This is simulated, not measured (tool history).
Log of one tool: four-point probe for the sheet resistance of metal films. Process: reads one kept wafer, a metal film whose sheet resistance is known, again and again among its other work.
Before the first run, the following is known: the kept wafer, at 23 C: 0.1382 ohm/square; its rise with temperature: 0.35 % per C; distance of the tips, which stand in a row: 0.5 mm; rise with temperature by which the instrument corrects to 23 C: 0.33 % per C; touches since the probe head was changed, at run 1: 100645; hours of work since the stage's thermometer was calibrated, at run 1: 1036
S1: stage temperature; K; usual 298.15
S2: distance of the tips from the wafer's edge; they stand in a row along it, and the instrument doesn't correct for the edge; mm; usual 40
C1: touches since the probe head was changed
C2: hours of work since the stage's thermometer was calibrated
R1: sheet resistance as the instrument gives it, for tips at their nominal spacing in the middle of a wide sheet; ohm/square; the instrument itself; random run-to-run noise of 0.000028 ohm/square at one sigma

run,day,S1,S2,C1,C2,R1
1,0,298.15,40,100645,1036,0.139305
2,4.867,298.15,40,105791,1106,0.139305
3,7.908,298.15,40,109008,1149,0.139364
4,13.012,298.15,40,114409,1223,0.139402
5,15.812,298.15,40,117368,1263,0.139394
6,20.712,298.15,40,122549,1333,0.139487
7,24.012,298.15,40,126039,1380,0.139536
8,26.583,298.15,40,128761,1417,0.139497
9,28.838,298.15,40,131145,1450,0.139535
10,31.925,298.15,40,134410,1494,0.13957
# day 33.321: new probe head fitted
11,34.783,298.15,5,1544,1534,0.138852
12,40.033,298.15,40,7098,1610,0.138174
13,44.554,292.15,40,11877,1675,0.138081
14,47.262,292.15,40,14745,1714,0.138063
15,49.671,292.15,40,17288,1748,0.138129
16,53.775,298.15,37,21631,1807,0.138288
17,56.158,298.15,37,24151,1841,0.138334
18,58.292,298.15,75,26409,1872,0.138339
19,62.95,298.15,40,31336,1939,0.138377
20,66.479,298.15,40,35066,1989,0.13843
21,70.092,298.15,7,38886,2041,0.138788
22,74.767,306.15,40,43831,2108,0.138692
23,77.262,304.15,38,46473,2144,0.13864
24,81.725,301.15,24,51190,2208,0.138665
# day 82.125: stage's thermometer calibrated
25,85.025,301.15,24,54661,42,0.139122
26,88.258,298.15,34,58079,88,0.139
27,93.429,298.15,17,63547,162,0.139069
28,98.446,292.15,16,68852,234,0.138994
29,102.771,294.15,41,73426,296,0.139003
30,106.508,294.15,38,77380,350,0.139039
31,111.475,293.15,37,82634,421,0.139096
32,115.446,308.15,52,86833,478,0.139501
33,117.708,298.15,6,89225,511,0.139778
34,120.85,298.15,6,92548,556,0.139763
35,125.879,296.15,5,97867,628,0.140038
36,130.533,306.15,19,102789,695,0.139617
37,133.65,302.15,64,106087,739,0.139515
38,136.417,307.15,6,109011,779,0.140177
39,141.608,301.15,58,114504,854,0.139549
40,144.708,306.15,23,117780,898,0.139697
41,148.462,292.15,3,121752,952,0.141362
42,150.933,292.15,3,124367,987,0.141422
43,155.746,301.15,31,129454,1056,0.139671
44,160.2,301.15,31,134164,1120,0.139707

Hidden state or all else? Some run-to-run changes of R1, split into what the settings, what came in and random variation would give without the hidden state, and what is left for the hidden state (with any gauge scatter that isn't in both results):
Unlogged tool condition in this case: inner tips' distance over the nominal, %; tips' flats over new ones', %; wafer's true temperature over the reading, C; drift of the gauge itself on sheet_ohm, %.
Run 10 -> 11: S2 40 -> 5, new probe head fitted. R1 -0.000718 ohm/square: hidden state -0.00142, all else +0.000702.
Run 21 -> 22: S1 298.15 -> 306.15, S2 7 -> 40. R1 -0.000096 ohm/square: hidden state +0.000051, all else -0.000147.
Run 24 -> 25: stage's thermometer calibrated. R1 +0.000457 ohm/square: hidden state +0.000434, all else +0.000023.
Run 40 -> 41: S1 306.15 -> 292.15, S2 23 -> 3. R1 +0.001665 ohm/square: hidden state +0.000036, all else +0.001629.
Run 42 -> 43: S1 292.15 -> 301.15, S2 3 -> 31. R1 -0.001751 ohm/square: hidden state +0.000035, all else -0.001786.
